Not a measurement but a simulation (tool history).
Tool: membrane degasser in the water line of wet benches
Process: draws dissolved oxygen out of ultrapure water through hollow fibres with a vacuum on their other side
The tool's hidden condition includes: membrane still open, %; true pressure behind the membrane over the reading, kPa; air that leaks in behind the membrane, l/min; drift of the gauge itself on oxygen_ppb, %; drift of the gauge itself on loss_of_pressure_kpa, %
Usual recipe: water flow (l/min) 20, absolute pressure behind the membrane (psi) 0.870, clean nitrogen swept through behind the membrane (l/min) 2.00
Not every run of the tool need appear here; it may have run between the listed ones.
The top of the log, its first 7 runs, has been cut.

run    hour  water flow (l/min)  absolute pressure behind the membrane (psi)  clean nitrogen swept through behind the membrane (l/min)  hours since the membrane was changed  hours since the vacuum gauge was calibrated  hours since the vacuum lines were made tight  dissolved oxygen in the water behind the degasser (ppb)  pressure that the water loses in the fibres (psi)
  8   378.9                  21                                        0.870                                                      2.00                                  1029                                          258                                          5648                                                    433.1                                              5.249
  9   458.5                  30                                        0.870                                                      2.00                                  1109                                          338                                          5728                                                    599.8                                              7.443
 10   532.5                  30                                        0.870                                                      2.00                                  1183                                          412                                          5802                                                    602.9                                              7.519
      617.7  -- vacuum gauge calibrated, once more
 11   627.1                  29                                        0.870                                                      2.00                                  1277                                            9                                          5896                                                    565.1                                              7.250
 12   717.4                  29                                        0.870                                                      1.10                                  1367                                          100                                          5986                                                    612.3                                              7.201
 13   767.1                  29                                        0.870                                                      1.10                                  1417                                          149                                          6036                                                    620.3                                              7.237
 14   848.3                  29                                        0.870                                                      1.10                                  1498                                          231                                          6117                                                    623.9                                              7.262
 15   946.9                  29                                        0.870                                                      1.10                                  1597                                          329                                          6216                                                    625.1                                              7.242
 16  1032.6                  20                                        0.651                                                      2.00                                  1682                                          415                                          6301                                                    351.5                                              4.982
 17  1073.6                  29                                        1.617                                                      2.86                                  1723                                          456                                          6342                                                    656.2                                              7.208
 18  1125.7                  29                                        1.617                                                      2.86                                  1775                                          508                                          6394                                                    653.2                                              7.250
 19  1190.9                  20                                        1.343                                                      5.37                                  1841                                          573                                          6460                                                    378.8                                              4.986
 20  1279.9                  20                                        1.343                                                      5.37                                  1930                                          662                                          6549                                                    382.1                                              5.010
 21  1334.8                  20                                        0.870                                                      1.74                                  1985                                          717                                          6603                                                    396.0                                              5.002
 22  1392.5                  20                                        0.870                                                      1.74                                  2042                                          775                                          6661                                                    402.2                                              5.015
 23  1491.1                  20                                        0.870                                                      1.74                                  2141                                          873                                          6760                                                    404.2                                              4.973
 24  1541.3                  20                                        0.870                                                      1.74                                  2191                                          924                                          6810                                                    397.3                                              5.010
 25  1638.4                  20                                        0.841                                                      5.22                                  2288                                         1021                                          6907                                                    349.5                                              5.005
 26  1689.6                  14                                        1.086                                                      2.42                                  2339                                         1072                                          6958                                                    278.1                                              3.530
 27  1744.4                  14                                        1.086                                                      2.42                                  2394                                         1127                                          7013                                                    274.2                                              3.516
 28  1791.8                  14                                        1.086                                                      2.42                                  2442                                         1174                                          7060                                                    273.5                                              3.533
 29  1871.6                  20                                        1.086                                                      5.78                                  2521                                         1254                                          7140                                                    361.0                                              4.999
 30  1949.4                  20                                        1.442                                                      5.94                                  2599                                         1332                                          7218                                                    381.5                                              4.959
 31  2024.1                  13                                        0.569                                                      1.21                                  2674                                         1406                                          7293                                                    212.8                                              3.294
 32  2106.0                  20                                        0.609                                                      2.00                                  2756                                         1488                                          7375                                                    362.4                                              5.037

Branching from run 32: 3 alternative next runs. What would each branch give?
  A  2146.9                  20                                        0.870                                                      3.51                                  2797                                         1529                                          7415                                                        ?                                                  ?
  B  2146.9                  25                                        1.027                                                      1.22                                  2797                                         1529                                          7415                                                        ?                                                  ?
  C  2146.9                  14                                        0.525                                                      2.00                                  2797                                         1529                                          7415                                                        ?                                                  ?

run  dissolved oxygen in the water behind the degasser (ppb)  pressure that the water loses in the fibres (psi)
  A                                                    365.1                                              5.050
  B                                                    581.4                                              6.269
  C                                                    227.5                                              3.546
The same runs, with their run-to-run variation unchanged, on a tool lacking any hidden condition would have given:
run  dissolved oxygen in the water behind the degasser (ppb)  pressure that the water loses in the fibres (psi)
  A                                                    351.7                                              4.999
  B                                                    561.4                                              6.206
  C                                                    217.1                                              3.511
